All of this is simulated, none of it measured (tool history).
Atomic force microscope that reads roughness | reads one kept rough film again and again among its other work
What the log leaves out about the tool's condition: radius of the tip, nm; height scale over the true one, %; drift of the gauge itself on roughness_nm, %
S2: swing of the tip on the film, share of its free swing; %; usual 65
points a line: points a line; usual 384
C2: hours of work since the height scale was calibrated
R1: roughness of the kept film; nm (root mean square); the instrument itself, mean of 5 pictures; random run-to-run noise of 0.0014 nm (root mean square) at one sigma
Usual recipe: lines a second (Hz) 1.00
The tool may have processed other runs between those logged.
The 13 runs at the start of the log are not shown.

At hour 646.4: new tip fitted.
Run 14, hour 665.2: usual settings but S2 66 %; pictures with this tip 22; C2 543. Result: R1 1.465 nm (root mean square).
Run 15, hour 722.1: usual settings but S2 84 %; pictures with this tip 88; C2 568. Result: R1 1.347 nm (root mean square).
Run 16, hour 767.7: usual settings; pictures with this tip 142; C2 588. Result: R1 1.460 nm (root mean square).
Run 17, hour 823.2: usual settings; pictures with this tip 207; C2 613. Result: R1 1.453 nm (root mean square).
Run 18, hour 879.1: usual settings; pictures with this tip 273; C2 638. Result: R1 1.446 nm (root mean square).
At hour 894.5: new tip fitted.
Run 19, hour 914.4: usual settings; pictures with this tip 23; C2 653. Result: R1 1.470 nm (root mean square).
Run 20, hour 970.0: usual settings but lines a second (Hz) 1.24, S2 63 %; pictures with this tip 89; C2 677. Result: R1 1.459 nm (root mean square).
Run 21, hour 1035.8: usual settings but lines a second (Hz) 3.05; pictures with this tip 166; C2 706. Result: R1 1.327 nm (root mean square).
Run 22, hour 1102.7: usual settings but lines a second (Hz) 3.05; pictures with this tip 245; C2 736. Result: R1 1.322 nm (root mean square).
At hour 1144.2: new tip fitted.
Run 23, hour 1178.2: usual settings but lines a second (Hz) 2.36, S2 61 %; pictures with this tip 40; C2 769. Result: R1 1.413 nm (root mean square).
Run 24, hour 1240.9: usual settings but lines a second (Hz) 0.63, points a line 578; pictures with this tip 114; C2 797. Result: R1 1.490 nm (root mean square).
Run 25, hour 1304.8: usual settings but lines a second (Hz) 1.26, S2 69 %; pictures with this tip 189; C2 825. Result: R1 1.415 nm (root mean square).
Run 26, hour 1355.7: usual settings but lines a second (Hz) 2.20, S2 77 %, points a line 743; pictures with this tip 249; C2 847. Result: R1 1.253 nm (root mean square).
At hour 1388.3: new tip fitted.
Run 27, hour 1403.5: usual settings but lines a second (Hz) 2.20, S2 77 %, points a line 743; pictures with this tip 17; C2 868. Result: R1 1.271 nm (root mean square).
Run 28, hour 1443.0: usual settings but S2 80 %, points a line 272; pictures with this tip 64; C2 886. Result: R1 1.380 nm (root mean square).
Run 29, hour 1486.2: usual settings but lines a second (Hz) 1.20, S2 80 %, points a line 775; pictures with this tip 115; C2 905. Result: R1 1.349 nm (root mean square).
Run 30, hour 1547.9: usual settings but lines a second (Hz) 0.62, S2 61 %, points a line 479; pictures with this tip 187; C2 932. Result: R1 1.495 nm (root mean square).
Run 31, hour 1596.9: usual settings but lines a second (Hz) 0.90, S2 71 %, points a line 945; pictures with this tip 245; C2 954. Result: R1 1.435 nm (root mean square).
At hour 1635.1: new tip fitted.
Run 32, hour 1659.8: usual settings but lines a second (Hz) 0.90, S2 71 %, points a line 945; pictures with this tip 29; C2 981. Result: R1 1.455 nm (root mean square).
Run 33, hour 1724.4: usual settings but lines a second (Hz) 0.90, S2 71 %, points a line 945; pictures with this tip 105; C2 1010. Result: R1 1.449 nm (root mean square).
Run 34, hour 1789.7: usual settings but lines a second (Hz) 1.07, S2 82 %, points a line 465; pictures with this tip 182; C2 1038. Result: R1 1.350 nm (root mean square).
Run 35, hour 1854.6: usual settings but lines a second (Hz) 1.89, S2 63 %, points a line 784; pictures with this tip 259; C2 1067. Result: R1 1.410 nm (root mean square).

Predict the results of run 36:
At hour 1879.6: new tip fitted.
Run 36, hour 1887.8: usual settings but lines a second (Hz) 1.89, S2 63 %, points a line 784; pictures with this tip 10; C2 1082. Result: R1 ?.

Run 36 produced R1 1.431 nm (root mean square).
Minus the tool's unlogged condition, the same run would have read R1 1.427 nm (root mean square).
